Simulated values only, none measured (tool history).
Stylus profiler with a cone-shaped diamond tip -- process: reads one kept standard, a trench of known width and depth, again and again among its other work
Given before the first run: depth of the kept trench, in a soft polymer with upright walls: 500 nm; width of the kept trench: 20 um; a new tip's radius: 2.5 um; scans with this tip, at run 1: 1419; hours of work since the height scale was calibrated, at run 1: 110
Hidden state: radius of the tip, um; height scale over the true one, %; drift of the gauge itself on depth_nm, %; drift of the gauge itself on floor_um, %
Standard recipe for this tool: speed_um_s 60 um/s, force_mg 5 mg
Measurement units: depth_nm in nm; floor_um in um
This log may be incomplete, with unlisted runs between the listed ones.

run	hour	speed_um_s	force_mg	scans with this tip	hours of work since the height scale was calibrated	depth_nm	floor_um
1	0	60	5	1419	110	507.97	16.8
2	20.4	25	5	1610	125	507.7	16.86
3	34	25	5	1738	135	508.25	16.84
4	46.1	25	5	1852	144	508.29	16.86
5	63.5	25	5	2015	156	507.9	16.78
6	84.1	60	5	2209	171	507.76	16.74
7	106.4	60	5	2419	188	508.21	16.67
8	120.5	60	6.65	2552	198	509.86	16.72
9	130.2	28	12.18	2643	205	513.75	16.77
10	144.7	74	9.96	2779	216	512.45	16.68
11	162.7	30	3.55	2949	229	506.88	16.75
12	183.1	60	6.39	3140	244	509.01	16.66
13	196	74	1.83	3261	253	504.47	16.42
14	213.3	140	7.51	3424	266	510.62	16.51
15	237.2	44	4.08	3649	283	507.45	16.65
16	253.9	21	4.08	3806	295	507.47	16.66

Subtracting, for every run, the result it would have given without the tool's unlogged condition from the measured result gives the following. The same run-to-run variation enters both numbers; the gauge's scatter may not:
run	depth_nm	floor_um
1	+0.69	-0.09
2	+0.73	-0.1
3	+0.75	-0.1
4	+0.77	-0.11
5	+0.8	-0.13
6	+0.83	-0.14
7	+0.87	-0.15
8	+0.9	-0.16
9	+0.93	-0.17
10	+0.95	-0.18
11	+0.97	-0.19
12	+1.02	-0.21
13	+1.03	-0.21
14	+1.08	-0.22
15	+1.12	-0.24
16	+1.14	-0.25
